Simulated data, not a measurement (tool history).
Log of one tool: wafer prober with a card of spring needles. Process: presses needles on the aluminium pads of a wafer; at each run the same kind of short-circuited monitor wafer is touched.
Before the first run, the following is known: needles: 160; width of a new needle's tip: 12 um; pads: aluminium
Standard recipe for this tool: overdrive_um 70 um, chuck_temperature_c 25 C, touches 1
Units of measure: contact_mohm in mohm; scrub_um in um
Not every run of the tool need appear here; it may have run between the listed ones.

run 1 hour=0 | overdrive_um=70 chuck_temperature_c=25 touches=1 | contact_mohm=264 scrub_um=16.45
run 2 hour=6.9 | overdrive_um=70 chuck_temperature_c=25 touches=1 | contact_mohm=260 scrub_um=16.45
run 3 hour=12.8 | overdrive_um=70 chuck_temperature_c=25 touches=1 | contact_mohm=266 scrub_um=16.46
run 4 hour=18.4 | overdrive_um=70 chuck_temperature_c=44 touches=1 | contact_mohm=269 scrub_um=16.43
run 5 hour=23.9 | overdrive_um=70 chuck_temperature_c=44 touches=1 | contact_mohm=266 scrub_um=16.46
run 6 hour=30.6 | overdrive_um=70 chuck_temperature_c=44 touches=1 | contact_mohm=271 scrub_um=16.48
-- hour=33.2 tips cleaned on abrasive film
run 7 hour=41.7 | overdrive_um=64 chuck_temperature_c=25 touches=1 | contact_mohm=272 scrub_um=15.07
run 8 hour=53.8 | overdrive_um=64 chuck_temperature_c=25 touches=1 | contact_mohm=265 scrub_um=15.06
run 9 hour=59.9 | overdrive_um=64 chuck_temperature_c=25 touches=1 | contact_mohm=267 scrub_um=15.11
run 10 hour=70.6 | overdrive_um=70 chuck_temperature_c=80 touches=3 | contact_mohm=281 scrub_um=16.52
-- hour=71.5 tips cleaned on abrasive film
run 11 hour=81.1 | overdrive_um=70 chuck_temperature_c=80 touches=3 | contact_mohm=277 scrub_um=16.52
run 12 hour=90.6 | overdrive_um=65 chuck_temperature_c=80 touches=2 | contact_mohm=282 scrub_um=15.32
run 13 hour=97.9 | overdrive_um=56 chuck_temperature_c=25 touches=1 | contact_mohm=266 scrub_um=13.23
run 14 hour=105 | overdrive_um=69 chuck_temperature_c=25 touches=1 | contact_mohm=267 scrub_um=16.31
-- hour=110 tips cleaned on abrasive film
run 15 hour=112 | overdrive_um=69 chuck_temperature_c=25 touches=1 | contact_mohm=266 scrub_um=16.31
run 16 hour=121.1 | overdrive_um=69 chuck_temperature_c=87 touches=2 | contact_mohm=278 scrub_um=16.31
run 17 hour=126.7 | overdrive_um=61 chuck_temperature_c=32 touches=2 | contact_mohm=264 scrub_um=14.44

Below, each run's measurement less what the same run would have read without the hidden state. Both values contain the same run-to-run variation, but the gauge's scatter may not be the same in both:
Hidden state present: debris on the tips, nm; way that the needles fall short of the set height, um; tips' diameter, um; drift of the gauge itself on contact_mohm, %; drift of the gauge itself on scrub_um, %.
run=1 scrub_um=+0
run=2 scrub_um=+0
run=3 scrub_um=+0.02
run=4 scrub_um=+0.02
run=5 scrub_um=+0.02
run=6 scrub_um=+0.03
run=7 scrub_um=+0.04
run=8 scrub_um=+0.05
run=9 scrub_um=+0.06
run=10 scrub_um=+0.08
run=11 scrub_um=+0.09
run=12 scrub_um=+0.09
run=13 scrub_um=+0.08
run=14 scrub_um=+0.11
run=15 scrub_um=+0.12
run=16 scrub_um=+0.13
run=17 scrub_um=+0.12
contact_mohm: within 1 mohm of the measured result in every run.
